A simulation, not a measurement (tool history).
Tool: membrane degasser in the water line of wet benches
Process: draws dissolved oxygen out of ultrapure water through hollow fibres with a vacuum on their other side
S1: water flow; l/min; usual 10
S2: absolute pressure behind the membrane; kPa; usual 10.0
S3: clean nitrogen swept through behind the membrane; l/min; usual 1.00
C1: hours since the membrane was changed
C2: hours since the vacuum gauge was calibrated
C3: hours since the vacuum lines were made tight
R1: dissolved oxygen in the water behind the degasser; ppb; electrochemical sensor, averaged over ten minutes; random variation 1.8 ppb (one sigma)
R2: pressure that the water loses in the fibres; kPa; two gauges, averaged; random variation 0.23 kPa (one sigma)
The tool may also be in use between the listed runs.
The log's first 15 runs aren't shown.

run,hour,S1,S2,S3,C1,C2,C3,R1,R2
16,1886.2,10,10.0,0.75,5741,1884,636,229.1,60.42
17,1976.7,10,10.0,0.75,5832,1975,726,232.0,60.72
18,2141.0,13,21.2,0.75,5996,2139,891,714.7,78.97
19,2269.3,10,10.1,0.43,6124,2267,1019,365.3,60.44
20,2442.6,10,15.9,0.86,6298,2441,1192,360.8,60.49
21,2521.1,7,21.4,0.64,6376,2519,1271,450.8,42.46
22,2642.1,9,6.3,1.00,6497,2640,1392,85.4,54.27
23,2767.5,10,16.6,1.00,6622,2766,1517,331.9,60.43
24,2870.7,11,14.6,0.48,6726,2869,1620,574.6,66.63
25,2953.7,11,22.1,0.48,6809,2952,1703,904.4,66.61
26,3074.2,11,22.1,0.48,6929,3072,1824,914.4,66.54
27,3156.6,11,22.1,0.48,7011,3155,1906,898.8,66.77
28,3244.0,6,10.0,1.00,7099,3242,1994,102.4,36.53
29,3386.5,11,10.0,1.00,7241,3385,2136,215.3,66.55
30,3460.3,11,10.0,1.00,7315,3458,2210,213.3,66.92
31,3569.0,11,10.0,1.00,7424,3567,2319,209.2,67.03

Forecast each of these 4 alternatives for the next run:
A,3700.9,6,24.4,2.12,7556,3699,2450,?,?
B,3700.9,7,8.3,1.81,7556,3699,2450,?,?
C,3700.9,7,11.0,1.34,7556,3699,2450,?,?
D,3700.9,11,10.0,1.06,7556,3699,2450,?,?

run,R1,R2
A,150.8,36.79
B,55.2,42.56
C,106.5,42.56
D,204.0,66.51
Without the tool's hidden state the same runs would have given:
run,R1,R2
A,147.4,36.16
B,53.2,41.82
C,103.5,41.82
D,197.6,65.35
